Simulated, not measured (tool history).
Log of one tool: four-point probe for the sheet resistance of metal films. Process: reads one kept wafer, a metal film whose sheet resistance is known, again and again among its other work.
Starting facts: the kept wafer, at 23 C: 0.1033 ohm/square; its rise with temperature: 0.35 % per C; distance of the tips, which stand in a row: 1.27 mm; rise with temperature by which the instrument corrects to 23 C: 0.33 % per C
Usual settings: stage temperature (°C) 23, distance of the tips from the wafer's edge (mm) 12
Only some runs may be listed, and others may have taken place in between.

| run | hour | stage temperature (°C) | distance of the tips from the wafer's edge (mm) | sheet resistance as the instrument gives it (ohm/square) |
|---|---|---|---|---|
| 1 | 0.0 | 23 | 12 | 0.104672 |
| 2 | 33.3 | 23 | 12 | 0.104714 |
| 3 | 68.7 | 23 | 12 | 0.104746 |
| 4 | 97.0 | 23 | 12 | 0.104753 |
| 5 | 117.5 | 23 | 67 | 0.104104 |
| 6 | 142.1 | 23 | 12 | 0.104775 |
| 7 | 171.6 | 23 | 12 | 0.104738 |
| 8 | 202.4 | 23 | 12 | 0.104774 |
| 9 | 221.8 | 23 | 12 | 0.104748 |
| 10 | 242.0 | 23 | 12 | 0.104798 |
| 11 | 271.1 | 23 | 11 | 0.104923 |
| 12 | 298.9 | 24 | 11 | 0.104938 |
| 13 | 333.2 | 24 | 11 | 0.104945 |
| 14 | 367.2 | 23 | 12 | 0.104794 |
| 15 | 391.6 | 23 | 12 | 0.104831 |
| 16 | 427.1 | 23 | 12 | 0.104856 |
| 17 | 458.0 | 23 | 10 | 0.105125 |
| 18 | 482.6 | 23 | 10 | 0.105236 |
| 19 | 512.4 | 23 | 10 | 0.105166 |
| 20 | 527.5 | 23 | 10 | 0.105171 |
| 21 | 546.0 | 23 | 10 | 0.105195 |
| 22 | 563.3 | 23 | 12 | 0.104921 |
| 23 | 597.2 | 28 | 5 | 0.107887 |
| 24 | 620.7 | 33 | 11 | 0.105157 |
| 25 | 645.5 | 26 | 4 | 0.109704 |
| 26 | 670.8 | 27 | 11 | 0.105165 |
| 27 | 691.8 | 33 | 31 | 0.104558 |
| 28 | 713.8 | 33 | 31 | 0.104577 |
| 29 | 737.6 | 32 | 9 | 0.105590 |
| 30 | 752.1 | 19 | 44 | 0.104374 |
| 31 | 787.6 | 31 | 5 | 0.108039 |
| 32 | 805.4 | 19 | 8 | 0.105779 |
| 33 | 820.3 | 34 | 46 | 0.104650 |
| 34 | 837.3 | 34 | 17 | 0.104825 |
| 35 | 859.2 | 22 | 7 | 0.106254 |
| 36 | 879.2 | 22 | 7 | 0.106256 |
| 37 | 903.0 | 21 | 4 | 0.109782 |
| 38 | 922.8 | 34 | 13 | 0.105146 |
| 39 | 938.1 | 25 | 20 | 0.104731 |
| 40 | 957.4 | 32 | 8 | 0.105989 |
| 41 | 988.9 | 20 | 6 | 0.106911 |
| 42 | 1009.9 | 20 | 20 | 0.104691 |
| 43 | 1040.6 | 20 | 20 | 0.104719 |
| 44 | 1065.8 | 28 | 22 | 0.104768 |

Forecast each of these 3 alternatives for the next run:
| A | 1082.4 | 23 | 12 | ? |
| B | 1082.4 | 21 | 60 | ? |
| C | 1082.4 | 23 | 24 | ? |

| run | sheet resistance as the instrument gives it (ohm/square) |
|---|---|
| A | 0.105180 |
| B | 0.104519 |
| C | 0.104691 |
The same runs, with their run-to-run variation unchanged, on a tool lacking any hidden condition would have given:
| run | sheet resistance as the instrument gives it (ohm/square) |
|---|---|
| A | 0.103935 |
| B | 0.103280 |
| C | 0.103451 |

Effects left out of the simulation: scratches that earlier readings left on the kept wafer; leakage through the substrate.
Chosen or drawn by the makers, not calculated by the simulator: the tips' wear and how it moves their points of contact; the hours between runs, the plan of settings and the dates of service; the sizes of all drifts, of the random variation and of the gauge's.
